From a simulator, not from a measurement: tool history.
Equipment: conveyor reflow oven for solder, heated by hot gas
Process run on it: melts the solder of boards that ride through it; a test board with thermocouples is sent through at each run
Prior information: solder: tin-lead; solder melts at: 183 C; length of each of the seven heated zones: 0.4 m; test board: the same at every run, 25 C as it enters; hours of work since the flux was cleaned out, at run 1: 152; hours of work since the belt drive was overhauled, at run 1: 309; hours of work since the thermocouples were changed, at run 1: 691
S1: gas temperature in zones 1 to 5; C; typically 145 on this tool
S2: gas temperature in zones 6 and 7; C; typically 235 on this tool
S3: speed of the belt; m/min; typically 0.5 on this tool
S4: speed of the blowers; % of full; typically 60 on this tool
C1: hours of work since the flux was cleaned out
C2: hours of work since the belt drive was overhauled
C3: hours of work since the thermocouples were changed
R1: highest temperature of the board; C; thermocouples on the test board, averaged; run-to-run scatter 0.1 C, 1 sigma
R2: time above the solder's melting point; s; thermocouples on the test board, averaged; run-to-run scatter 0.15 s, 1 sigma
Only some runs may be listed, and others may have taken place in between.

run 1 hour=0 | S1=145 S2=235 S3=0.5 S4=60 | C1=152 C2=309 C3=691 | R1=218.9 R2=76.2
run 2 hour=7 | S1=145 S2=235 S3=0.5 S4=60 | C1=158 C2=314 C3=696 | R1=218.8 R2=76.4
run 3 hour=18 | S1=145 S2=228 S3=0.5 S4=60 | C1=166 C2=322 C3=704 | R1=213 R2=70.6
run 4 hour=26.2 | S1=145 S2=235 S3=0.5 S4=60 | C1=172 C2=328 C3=710 | R1=218.7 R2=76.3
run 5 hour=34.6 | S1=145 S2=235 S3=0.5 S4=60 | C1=178 C2=335 C3=716 | R1=218.7 R2=76.8
run 6 hour=43.4 | S1=145 S2=235 S3=0.5 S4=60 | C1=185 C2=341 C3=723 | R1=218.8 R2=76.4
run 7 hour=57.8 | S1=153 S2=235 S3=0.5 S4=60 | C1=196 C2=352 C3=734 | R1=220.3 R2=82.2
run 8 hour=74.5 | S1=145 S2=235 S3=0.5 S4=70 | C1=208 C2=365 C3=746 | R1=220.7 R2=78.3
run 9 hour=89.4 | S1=147 S2=235 S3=0.44 S4=73 | C1=219 C2=376 C3=758 | R1=225.2 R2=94.8
run 10 hour=101.5 | S1=146 S2=237 S3=0.503 S4=56 | C1=229 C2=385 C3=767 | R1=219.5 R2=76.6
run 11 hour=112.3 | S1=146 S2=237 S3=0.503 S4=56 | C1=237 C2=393 C3=775 | R1=219.6 R2=76.6
run 12 hour=125.4 | S1=159 S2=237 S3=0.444 S4=56 | C1=246 C2=403 C3=784 | R1=225.8 R2=101.3

Results for each run, recomputed without the tool's hidden state and with each run's random variation untouched:
The hidden state here: heat that the gas passes to the board, % of a clean oven's; belt's true speed, % of the reading; true gas temperature in zones 6 and 7 over the reading, C; drift of the gauge itself on peak_c, C; drift of the gauge itself on liquid_s, %.
run=1 R1=218.2 R2=75.3
run=2 R1=218.1 R2=75.6
run=3 R1=212.2 R2=69.8
run=4 R1=218 R2=75.5
run=5 R1=218 R2=76
run=6 R1=218.1 R2=75.7
run=7 R1=219.6 R2=81.3
run=8 R1=220 R2=77.7
run=9 R1=224.3 R2=93.8
run=10 R1=218.9 R2=75.9
run=11 R1=219 R2=76
run=12 R1=224.9 R2=100.1
